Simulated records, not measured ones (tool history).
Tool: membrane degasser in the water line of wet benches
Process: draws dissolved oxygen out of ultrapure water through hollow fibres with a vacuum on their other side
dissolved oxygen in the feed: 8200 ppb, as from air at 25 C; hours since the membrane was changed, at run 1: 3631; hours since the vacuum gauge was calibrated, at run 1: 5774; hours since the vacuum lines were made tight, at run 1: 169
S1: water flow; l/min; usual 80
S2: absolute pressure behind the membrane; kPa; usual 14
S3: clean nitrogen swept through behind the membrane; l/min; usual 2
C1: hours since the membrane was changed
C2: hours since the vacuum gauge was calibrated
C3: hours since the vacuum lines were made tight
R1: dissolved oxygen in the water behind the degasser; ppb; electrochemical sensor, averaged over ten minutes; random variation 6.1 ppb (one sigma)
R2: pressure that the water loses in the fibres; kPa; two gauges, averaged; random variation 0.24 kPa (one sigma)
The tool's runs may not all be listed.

| run | day | S1 | S2 | S3 | C1 | C2 | C3 | R1 | R2 |
|---|---|---|---|---|---|---|---|---|---|
| 1 | 0 | 80 | 14 | 2 | 3631 | 5774 | 169 | 870 | 65.9 |
| 2 | 10.912 | 80 | 14 | 2 | 3893 | 6036 | 431 | 878.7 | 66.35 |
| 3 | 22 | 96 | 14 | 2 | 4159 | 6302 | 697 | 1041 | 79.43 |
| 4 | 36.696 | 96 | 14 | 2 | 4511 | 6655 | 1050 | 1032.6 | 80.17 |
| 5 | 44.012 | 96 | 14 | 2 | 4687 | 6831 | 1226 | 1035.9 | 80.54 |
|  | 50.492 | vacuum gauge calibrated |
| 6 | 52.5 | 96 | 14 | 2 | 4890 | 48 | 1429 | 1046.2 | 81.06 |
| 7 | 65.704 | 96 | 14 | 2 | 5207 | 365 | 1746 | 1017.9 | 81.21 |
| 8 | 79.875 | 96 | 14 | 2 | 5547 | 705 | 2086 | 1042.8 | 82 |
| 9 | 94.346 | 80 | 14 | 0.97 | 5895 | 1053 | 2433 | 1382 | 68.35 |
| 10 | 102.329 | 80 | 14 | 0.97 | 6086 | 1244 | 2625 | 1384.9 | 68.7 |
| 11 | 117.821 | 80 | 14 | 2 | 6458 | 1616 | 2997 | 896.6 | 69.36 |
| 12 | 126.729 | 80 | 14 | 1.32 | 6672 | 1830 | 3210 | 1164.8 | 69.02 |
| 13 | 135.629 | 80 | 14 | 1.32 | 6885 | 2043 | 3424 | 1163.6 | 69.56 |
| 14 | 147.062 | 80 | 19.5 | 1.32 | 7160 | 2318 | 3698 | 1635.6 | 70.1 |
|  | 151.55 | seals of the vacuum lines changed |
| 15 | 161.533 | 80 | 19.5 | 1.32 | 7505 | 2663 | 240 | 1618.4 | 70.2 |
| 16 | 176.771 | 80 | 19.5 | 1.32 | 7871 | 3029 | 605 | 1587.5 | 71.04 |
|  | 184.025 | membrane cartridge changed |
| 17 | 184.183 | 49 | 22.9 | 3.35 | 4 | 3203 | 779 | 629.8 | 38.04 |
| 18 | 190.904 | 101 | 8.4 | 4.77 | 165 | 3364 | 940 | 354.3 | 78.94 |
| 19 | 199.571 | 101 | 8.4 | 4.77 | 373 | 3572 | 1148 | 357.7 | 78.55 |
| 20 | 209.533 | 101 | 8.4 | 4.77 | 612 | 3811 | 1388 | 351.5 | 78.67 |
| 21 | 215.871 | 101 | 26.7 | 1.54 | 764 | 3963 | 1540 | 2267.6 | 79.87 |
| 22 | 229.342 | 101 | 26.7 | 0.81 | 1088 | 4286 | 1863 | 3139.3 | 79.74 |
| 23 | 240.004 | 80 | 10.1 | 4.82 | 1343 | 4542 | 2119 | 326.6 | 63.61 |
| 24 | 251.8 | 80 | 14 | 1.4 | 1627 | 4825 | 2402 | 1116.1 | 63.65 |
| 25 | 267.258 | 121 | 24.4 | 2 | 1998 | 5196 | 2773 | 2012.7 | 96.92 |
| 26 | 277.521 | 67 | 24.4 | 4.2 | 2244 | 5443 | 3019 | 755.8 | 53.74 |
| 27 | 286.425 | 59 | 15.7 | 4.2 | 2458 | 5656 | 3233 | 425.8 | 47.57 |
| 28 | 296.683 | 59 | 15.7 | 4.2 | 2704 | 5903 | 3479 | 423.5 | 47.76 |
|  | 309.779 | seals of the vacuum lines changed |
| 29 | 311.612 | 59 | 15.7 | 4.2 | 3060 | 6259 | 44 | 421 | 48.35 |
| 30 | 326.679 | 59 | 15.7 | 4.2 | 3422 | 6620 | 406 | 420.5 | 48.46 |
| 31 | 339.175 | 105 | 23.5 | 1.88 | 3722 | 6920 | 705 | 1850.7 | 86.4 |

The same runs without the tool's hidden state, with the same run-to-run variation:
The hidden state here: membrane still open, %; true pressure behind the membrane over the reading, kPa; air that leaks in behind the membrane, l/min; drift of the gauge itself on oxygen_ppb, %; drift of the gauge itself on loss_of_pressure_kpa, %.
| run | R1 | R2 |
|---|---|---|
| 1 | 841.7 | 62.1 |
| 2 | 848.2 | 62.25 |
| 3 | 999.1 | 74.15 |
| 4 | 987.6 | 74.39 |
| 5 | 989.2 | 74.56 |
| 6 | 1010.3 | 74.77 |
| 7 | 979.7 | 74.46 |
| 8 | 1000.3 | 74.79 |
| 9 | 1352.1 | 61.94 |
| 10 | 1353.5 | 62.08 |
| 11 | 856.9 | 62.26 |
| 12 | 1125.8 | 61.73 |
| 13 | 1122.7 | 61.99 |
| 14 | 1596.8 | 62.13 |
| 15 | 1575.8 | 61.83 |
| 16 | 1542.9 | 62.2 |
| 17 | 624.9 | 38.03 |
| 18 | 346.6 | 78.72 |
| 19 | 348 | 78.06 |
| 20 | 339.9 | 77.88 |
| 21 | 2253 | 78.88 |
| 22 | 3125.5 | 78.34 |
| 23 | 313 | 62.23 |
| 24 | 1093.7 | 61.96 |
| 25 | 1985.2 | 93.78 |
| 26 | 739.5 | 51.79 |
| 27 | 411.3 | 45.68 |
| 28 | 408 | 45.68 |
| 29 | 406.6 | 45.97 |
| 30 | 404.6 | 45.8 |
| 31 | 1810.4 | 81.19 |

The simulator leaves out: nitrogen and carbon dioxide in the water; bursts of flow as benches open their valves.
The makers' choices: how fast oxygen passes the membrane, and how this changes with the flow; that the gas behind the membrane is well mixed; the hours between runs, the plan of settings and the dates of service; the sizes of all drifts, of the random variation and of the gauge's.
